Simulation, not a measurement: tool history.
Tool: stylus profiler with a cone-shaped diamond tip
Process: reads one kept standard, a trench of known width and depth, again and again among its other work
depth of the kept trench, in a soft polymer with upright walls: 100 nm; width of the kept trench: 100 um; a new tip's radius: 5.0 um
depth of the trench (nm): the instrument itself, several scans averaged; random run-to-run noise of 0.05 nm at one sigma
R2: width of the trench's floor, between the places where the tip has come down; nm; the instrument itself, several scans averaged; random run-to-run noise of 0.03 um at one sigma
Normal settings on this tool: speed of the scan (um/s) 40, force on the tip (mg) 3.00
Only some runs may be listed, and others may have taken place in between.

{"run": 1, "hour": 0.0, "speed of the scan (um/s)": 40, "force on the tip (mg)": 3.0, "depth of the trench (nm)": 100.73, "R2": 97060}
{"run": 2, "hour": 60.9, "speed of the scan (um/s)": 40, "force on the tip (mg)": 3.0, "depth of the trench (nm)": 100.72, "R2": 97060}
{"run": 3, "hour": 100.0, "speed of the scan (um/s)": 40, "force on the tip (mg)": 3.0, "depth of the trench (nm)": 100.78, "R2": 97050}
{"run": 4, "hour": 156.7, "speed of the scan (um/s)": 40, "force on the tip (mg)": 3.0, "depth of the trench (nm)": 100.67, "R2": 97020}
{"run": 5, "hour": 205.6, "speed of the scan (um/s)": 40, "force on the tip (mg)": 2.85, "depth of the trench (nm)": 100.69, "R2": 96960}
{"run": 6, "hour": 234.3, "speed of the scan (um/s)": 40, "force on the tip (mg)": 2.85, "depth of the trench (nm)": 100.64, "R2": 97040}
{"run": 7, "hour": 288.3, "speed of the scan (um/s)": 40, "force on the tip (mg)": 1.34, "depth of the trench (nm)": 100.15, "R2": 96880}
{"run": 8, "hour": 318.5, "speed of the scan (um/s)": 40, "force on the tip (mg)": 3.0, "depth of the trench (nm)": 100.72, "R2": 96940}
{"hour": 362.2, "done": "height scale calibrated on a step standard"}
{"run": 9, "hour": 365.5, "speed of the scan (um/s)": 40, "force on the tip (mg)": 3.0, "depth of the trench (nm)": 100.18, "R2": 96970}
{"hour": 389.2, "done": "new tip fitted, height scale calibrated"}
{"run": 10, "hour": 422.8, "speed of the scan (um/s)": 84, "force on the tip (mg)": 1.27, "depth of the trench (nm)": 100.54, "R2": 97230}
{"hour": 477.3, "done": "height scale calibrated on a step standard, once more"}
{"run": 11, "hour": 483.1, "speed of the scan (um/s)": 40, "force on the tip (mg)": 2.61, "depth of the trench (nm)": 101.12, "R2": 97700}
{"run": 12, "hour": 523.5, "speed of the scan (um/s)": 12, "force on the tip (mg)": 1.2, "depth of the trench (nm)": 100.57, "R2": 97840}
{"run": 13, "hour": 559.8, "speed of the scan (um/s)": 28, "force on the tip (mg)": 1.09, "depth of the trench (nm)": 100.57, "R2": 97610}
{"run": 14, "hour": 587.8, "speed of the scan (um/s)": 38, "force on the tip (mg)": 3.35, "depth of the trench (nm)": 101.26, "R2": 97710}
{"run": 15, "hour": 639.2, "speed of the scan (um/s)": 71, "force on the tip (mg)": 3.0, "depth of the trench (nm)": 101.1, "R2": 97440}
{"run": 16, "hour": 685.5, "speed of the scan (um/s)": 40, "force on the tip (mg)": 6.34, "depth of the trench (nm)": 101.99, "R2": 97690}

Selected run-to-run steps in depth of the trench (nm), each split into two signed amounts: the part the tool would show with no hidden state at all (from settings, incoming material and random variation), and the remainder, which goes to the hidden state together with any gauge scatter not common to the measured and the hidden-state-free results:
The tool's hidden condition here consists of: radius of the tip, um; height scale over the true one, %; drift of the gauge itself on depth_nm, %; drift of the gauge itself on floor_um, %.
Run 9 -> 10: speed of the scan (um/s) 40 -> 84, force on the tip (mg) 3.00 -> 1.27, new tip fitted, height scale calibrated. depth of the trench (nm) +0.36: hidden state +0.92, all else -0.56.
Run 15 -> 16: speed of the scan (um/s) 71 -> 40, force on the tip (mg) 3.00 -> 6.34. depth of the trench (nm) +0.89: hidden state -0.01, all else +0.90.
